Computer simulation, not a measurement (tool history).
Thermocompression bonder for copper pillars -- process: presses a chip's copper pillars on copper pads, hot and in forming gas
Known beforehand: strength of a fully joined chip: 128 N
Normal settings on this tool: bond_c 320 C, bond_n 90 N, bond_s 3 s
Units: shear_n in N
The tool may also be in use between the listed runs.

{"run": 1, "hour": 0.0, "bond_c": 320, "bond_n": 90, "bond_s": 3, "shear_n": 72.4}
{"run": 2, "hour": 27.6, "bond_c": 320, "bond_n": 90, "bond_s": 3, "shear_n": 71.6}
{"run": 3, "hour": 49.8, "bond_c": 302, "bond_n": 90, "bond_s": 3, "shear_n": 64}
{"run": 4, "hour": 93.3, "bond_c": 302, "bond_n": 90, "bond_s": 3, "shear_n": 62.6}
{"run": 5, "hour": 124.7, "bond_c": 302, "bond_n": 90, "bond_s": 3, "shear_n": 63.5}
{"run": 6, "hour": 144.6, "bond_c": 338, "bond_n": 90, "bond_s": 3, "shear_n": 80.3}
{"run": 7, "hour": 184.7, "bond_c": 338, "bond_n": 90, "bond_s": 3, "shear_n": 79.6}
{"run": 8, "hour": 219.4, "bond_c": 338, "bond_n": 90, "bond_s": 3, "shear_n": 79.1}
{"run": 9, "hour": 255.6, "bond_c": 338, "bond_n": 90, "bond_s": 3, "shear_n": 78.7}
{"run": 10, "hour": 276.9, "bond_c": 329, "bond_n": 90, "bond_s": 3, "shear_n": 74.9}
{"run": 11, "hour": 305.3, "bond_c": 329, "bond_n": 90, "bond_s": 3, "shear_n": 75.3}
{"run": 12, "hour": 341.9, "bond_c": 329, "bond_n": 90, "bond_s": 3, "shear_n": 74.4}
{"hour": 361.5, "done": "forming gas filter changed"}
{"run": 13, "hour": 377.3, "bond_c": 320, "bond_n": 122, "bond_s": 3, "shear_n": 84.3}
{"run": 14, "hour": 411.1, "bond_c": 320, "bond_n": 90, "bond_s": 3, "shear_n": 71.4}
{"run": 15, "hour": 429.5, "bond_c": 320, "bond_n": 90, "bond_s": 3, "shear_n": 71.7}
{"run": 16, "hour": 466.1, "bond_c": 320, "bond_n": 90, "bond_s": 3, "shear_n": 71.4}
{"run": 17, "hour": 501.7, "bond_c": 320, "bond_n": 83, "bond_s": 3, "shear_n": 68}
{"run": 18, "hour": 546.0, "bond_c": 320, "bond_n": 88, "bond_s": 3, "shear_n": 69.3}
{"run": 19, "hour": 587.1, "bond_c": 320, "bond_n": 90, "bond_s": 3, "shear_n": 70.6}
{"run": 20, "hour": 632.0, "bond_c": 320, "bond_n": 90, "bond_s": 3, "shear_n": 70.6}
{"run": 21, "hour": 671.9, "bond_c": 320, "bond_n": 90, "bond_s": 3, "shear_n": 71.4}
{"run": 22, "hour": 714.8, "bond_c": 315, "bond_n": 115, "bond_s": 2, "shear_n": 67.5}
{"run": 23, "hour": 744.4, "bond_c": 315, "bond_n": 115, "bond_s": 2, "shear_n": 68}
{"hour": 752.4, "done": "heater calibrated with a thermocouple chip"}
{"run": 24, "hour": 767.3, "bond_c": 296, "bond_n": 122, "bond_s": 5, "shear_n": 86.3}
{"run": 25, "hour": 807.5, "bond_c": 296, "bond_n": 122, "bond_s": 5, "shear_n": 85.2}
{"run": 26, "hour": 827.4, "bond_c": 345, "bond_n": 58, "bond_s": 3, "shear_n": 67.7}
{"run": 27, "hour": 868.5, "bond_c": 312, "bond_n": 58, "bond_s": 5, "shear_n": 64.3}
{"run": 28, "hour": 892.9, "bond_c": 322, "bond_n": 60, "bond_s": 5, "shear_n": 70.4}
{"run": 29, "hour": 930.6, "bond_c": 320, "bond_n": 132, "bond_s": 2, "shear_n": 78.5}
{"run": 30, "hour": 952.9, "bond_c": 320, "bond_n": 132, "bond_s": 2, "shear_n": 78.9}
{"run": 31, "hour": 974.9, "bond_c": 300, "bond_n": 90, "bond_s": 6, "shear_n": 78.7}
{"run": 32, "hour": 1015.7, "bond_c": 300, "bond_n": 90, "bond_s": 6, "shear_n": 78.5}
{"run": 33, "hour": 1058.2, "bond_c": 300, "bond_n": 90, "bond_s": 6, "shear_n": 77.8}
{"hour": 1074.5, "done": "forming gas filter changed"}
{"run": 34, "hour": 1095.5, "bond_c": 325, "bond_n": 90, "bond_s": 3, "shear_n": 76.6}
{"run": 35, "hour": 1123.1, "bond_c": 325, "bond_n": 90, "bond_s": 3, "shear_n": 76.5}
{"run": 36, "hour": 1162.7, "bond_c": 320, "bond_n": 113, "bond_s": 3, "shear_n": 82.4}
{"run": 37, "hour": 1201.4, "bond_c": 320, "bond_n": 113, "bond_s": 3, "shear_n": 82.7}
{"run": 38, "hour": 1233.6, "bond_c": 310, "bond_n": 111, "bond_s": 3, "shear_n": 77.3}
{"run": 39, "hour": 1272.2, "bond_c": 302, "bond_n": 90, "bond_s": 6, "shear_n": 80.3}
{"run": 40, "hour": 1304.0, "bond_c": 312, "bond_n": 60, "bond_s": 6, "shear_n": 67.9}

Hidden state or all else? Some run-to-run changes of shear_n, split into what the settings, what came in and random variation would give without the hidden state, and what is left for the hidden state (with any gauge scatter that isn't in both results):
Hidden state present: true temperature of the bond over the reading, C; force that reaches the chip, % of what is set; oxide that the forming gas leaves, % of the face; drift of the gauge itself on shear_n, %.
Run 5 -> 6: bond_c 302 -> 338. shear_n +16.8 N: hidden state -0.4, all else +17.2.
Run 12 -> 13: bond_c 329 -> 320, bond_n 90 -> 122, forming gas filter changed. shear_n +9.9 N: hidden state +2, all else +7.9.
Run 23 -> 24: bond_c 315 -> 296, bond_n 115 -> 122, bond_s 2 -> 5, heater calibrated with a thermocouple chip. shear_n +18.3 N: hidden state +4.3, all else +14.
Run 25 -> 26: bond_c 296 -> 345, bond_n 122 -> 58, bond_s 5 -> 3. shear_n -17.5 N: hidden state +0.1, all else -17.6.
Run 33 -> 34: bond_c 300 -> 325, bond_s 6 -> 3, forming gas filter changed. shear_n -1.2 N: hidden state +2.2, all else -3.4.

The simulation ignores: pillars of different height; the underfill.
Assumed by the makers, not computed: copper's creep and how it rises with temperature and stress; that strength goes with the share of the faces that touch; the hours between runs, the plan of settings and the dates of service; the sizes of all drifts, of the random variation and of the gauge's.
